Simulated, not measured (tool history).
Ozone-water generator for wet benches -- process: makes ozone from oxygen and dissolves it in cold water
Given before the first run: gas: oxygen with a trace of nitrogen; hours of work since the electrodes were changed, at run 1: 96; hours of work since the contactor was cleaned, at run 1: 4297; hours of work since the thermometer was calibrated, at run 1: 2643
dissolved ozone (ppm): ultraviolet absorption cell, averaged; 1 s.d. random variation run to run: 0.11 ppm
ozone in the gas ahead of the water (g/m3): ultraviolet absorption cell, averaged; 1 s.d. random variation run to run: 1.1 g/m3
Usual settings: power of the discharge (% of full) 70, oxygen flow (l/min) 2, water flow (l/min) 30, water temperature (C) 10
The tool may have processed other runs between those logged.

run	hour	power of the discharge (% of full)	oxygen flow (l/min)	water flow (l/min)	water temperature (C)	hours of work since the electrodes were changed	hours of work since the contactor was cleaned	hours of work since the thermometer was calibrated	dissolved ozone (ppm)	ozone in the gas ahead of the water (g/m3)
1	0	70	2	30	10	96	4297	2643	8.8	194.1
2	35	70	2	30	10	118	4319	2665	8.8	193.9
3	65.5	55	2	30	10	137	4339	2684	7.9	169.8
4	92.8	55	2	27	10	155	4356	2701	8.8	172.1
5	118.6	55	2	27	10	171	4372	2717	8.9	169.5
6	173.6	55	2	27	10	205	4407	2752	8.5	169.7
7	228.6	55	2	27	10	240	4441	2787	8.5	169.6
8	275.7	55	2	27	10	270	4471	2816	8.7	169.8
9	314.5	55	2	27	10	294	4495	2841	8.9	169.9
10	344.5	70	1.71	30	10	313	4514	2860	8.3	204
11	383.8	70	1.71	30	10	338	4539	2884	8	204.4
12	441	70	1.71	30	10	374	4575	2920	8.1	204.8
13	492.6	70	2	30	10	406	4608	2953	8.9	192.9
14	528	70	2	30	10	429	4630	2975	8.8	194.6
15	583.2	70	2	30	10	463	4665	3010	8.9	194.1
16	622	70	2	34	10	488	4689	3034	7.6	192.2
17	659.1	54	1.82	26	10	511	4712	3058	8.6	173.6
18	718.3	54	1.82	26	10	548	4750	3095	8.5	172.4
19	765.1	54	1.82	26	10	578	4779	3124	8.6	173.9
20	790.5	96	1.23	22	12	594	4795	3140	11.3	272.2
21	839.9	96	1.23	22	12	625	4826	3172	11.1	273.1
22	893.1	60	1.62	23	6	658	4860	3205	9.6	190.9
# hour 896.6: water thermometer calibrated
23	931.3	60	1.62	23	6	682	4883	22	9.8	190.5
24	970	50	1.19	22	9	706	4908	46	7.8	192.1
# hour 986.8: water thermometer calibrated, once more
25	996.8	50	2.32	22	12	723	4924	6	10.8	153.9
26	1048.2	69	1.71	20	10	755	4957	39	12.2	200.4
27	1100.1	51	2	30	12	788	4989	71	7.5	161.6
28	1155.8	67	1.54	34	13	823	5024	106	6.5	205.7
29	1215.5	85	2.63	34	12	861	5062	144	9.6	194.4
30	1269.1	46	2	30	14	894	5096	178	6.9	153.5
31	1303.3	46	2	30	14	916	5117	199	6.8	153.5
32	1341.1	45	2	22	10	940	5141	223	9.3	151.4

Here are 3 independent what-if runs from the current tool condition. What would each one return?
A	1383.8	58	2	30	10	967	5168	250	?	?
B	1383.8	45	1.49	33	5	967	5168	250	?	?
C	1383.8	45	2.05	22	10	967	5168	250	?	?

run	dissolved ozone (ppm)	ozone in the gas ahead of the water (g/m3)
A	8	174.4
B	5.4	169.1
C	9.6	149.8
The same runs, with their run-to-run variation unchanged, on a tool lacking any hidden condition would have given:
run	dissolved ozone (ppm)	ozone in the gas ahead of the water (g/m3)
A	8.4	176.7
B	5.7	170.9
C	10	151.4

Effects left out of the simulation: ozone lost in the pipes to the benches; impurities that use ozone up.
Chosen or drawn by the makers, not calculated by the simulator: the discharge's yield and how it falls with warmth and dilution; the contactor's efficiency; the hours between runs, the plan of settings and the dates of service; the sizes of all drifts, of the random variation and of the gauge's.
